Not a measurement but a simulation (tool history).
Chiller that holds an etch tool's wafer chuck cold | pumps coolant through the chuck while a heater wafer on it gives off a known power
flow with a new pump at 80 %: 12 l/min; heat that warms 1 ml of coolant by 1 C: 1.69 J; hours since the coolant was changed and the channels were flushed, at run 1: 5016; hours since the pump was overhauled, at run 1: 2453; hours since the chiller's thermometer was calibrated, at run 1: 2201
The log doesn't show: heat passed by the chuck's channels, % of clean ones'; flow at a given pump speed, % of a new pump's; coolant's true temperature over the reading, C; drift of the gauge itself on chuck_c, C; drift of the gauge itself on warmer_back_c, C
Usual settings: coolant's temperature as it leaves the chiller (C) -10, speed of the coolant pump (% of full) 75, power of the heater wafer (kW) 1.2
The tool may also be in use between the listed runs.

run,hour,coolant's temperature as it leaves the chiller (C),speed of the coolant pump (% of full),power of the heater wafer (kW),hours since the coolant was changed and the channels were flushed,hours since the pump was overhauled,hours since the chiller's thermometer was calibrated,chuck's temperature once it has settled (C),how much warmer the coolant comes back (C)
1,0,-10,75,1.2,5016,2453,2201,0.4,4
2,56.1,-10,75,1.2,5072,2509,2257,0.7,3.99
# hour 85.2: chiller's thermometer calibrated
3,122.7,-10,75,1.2,5138,2575,38,0.9,4.04
4,178.9,-10,75,1.2,5194,2631,94,0.8,4.07
5,246.2,-10,75,1.2,5262,2698,161,0.8,3.99
6,279.3,-10,75,1.2,5295,2731,194,1,4.04
7,319.7,-10,75,1.2,5335,2772,234,0.7,4.05
8,354.3,-10,75,1.2,5370,2806,269,0.6,4.03
9,421.1,-10,75,1.2,5437,2873,336,0.9,4.07
10,481.8,-10,75,1.2,5497,2934,397,1,4.08
11,532.1,-10,75,1.2,5547,2984,447,0.7,4.11
12,594.7,-10,86,1.2,5610,3047,510,0,3.52
13,633.6,-13,75,1.2,5649,3086,548,-2.1,4.06
14,706.1,-13,75,1.2,5721,3158,621,-2.2,4.07
15,742.7,-10,75,1.2,5758,3195,658,1,4.09
# hour 753.8: coolant pump overhauled
16,782.3,-10,75,1.2,5793,29,692,1.3,4.22
17,833.8,-19,76,0.966,5844,80,744,-10,3.43
18,888.3,-19,76,0.966,5899,135,798,-10.1,3.45
19,960.5,-19,84,0.966,5971,207,870,-10.6,3.11
20,1009.6,-19,64,1.074,6020,256,919,-7.8,4.63
21,1074.8,-20,75,1.639,6085,321,985,-4.4,5.99
22,1132.5,-20,75,1.639,6143,379,1042,-4.4,5.93
# hour 1193.1: coolant pump overhauled, once more
23,1211.3,0,75,1.2,6217,18,1116,10.3,3.79
24,1246,-4,75,1.2,6251,53,1151,6.6,3.79
25,1296.8,-10,82,1.2,6302,104,1202,-0.2,3.4
26,1347.6,-10,82,1.2,6353,155,1252,-0.1,3.45
27,1391.4,-10,82,1.2,6397,198,1296,-0.1,3.44
28,1453.6,-17,75,0.636,6459,261,1358,-11.4,2.06
29,1521.8,0,78,0.636,6527,329,1427,5.1,1.89
30,1588.5,0,78,0.636,6594,395,1493,5.2,1.96
31,1649.5,0,78,0.636,6655,456,1554,5.3,1.93
32,1693,0,81,0.636,6698,500,1598,5.2,1.93

Hidden state or all else? Some run-to-run changes of chuck's temperature once it has settled (C), split into what the settings, what came in and random variation would give without the hidden state, and what is left for the hidden state (with any gauge scatter that isn't in both results):
Run 16 -> 17: coolant's temperature as it leaves the chiller (C) -10 -> -19, speed of the coolant pump (% of full) 75 -> 76, power of the heater wafer (kW) 1.2 -> 0.966. chuck's temperature once it has settled (C) -11.3: hidden state -0.3, all else -11.
Run 19 -> 20: speed of the coolant pump (% of full) 84 -> 64, power of the heater wafer (kW) 0.966 -> 1.074. chuck's temperature once it has settled (C) +2.8: hidden state +0.5, all else +2.3.
Run 20 -> 21: coolant's temperature as it leaves the chiller (C) -19 -> -20, speed of the coolant pump (% of full) 64 -> 75, power of the heater wafer (kW) 1.074 -> 1.639. chuck's temperature once it has settled (C) +3.4: hidden state +0.6, all else +2.8.
Run 22 -> 23: coolant's temperature as it leaves the chiller (C) -20 -> 0, power of the heater wafer (kW) 1.639 -> 1.2, coolant pump overhauled, once more. chuck's temperature once it has settled (C) +14.7: hidden state -1.6, all else +16.3.
Run 28 -> 29: coolant's temperature as it leaves the chiller (C) -17 -> 0, speed of the coolant pump (% of full) 75 -> 78. chuck's temperature once it has settled (C) +16.5: hidden state +0, all else +16.5.
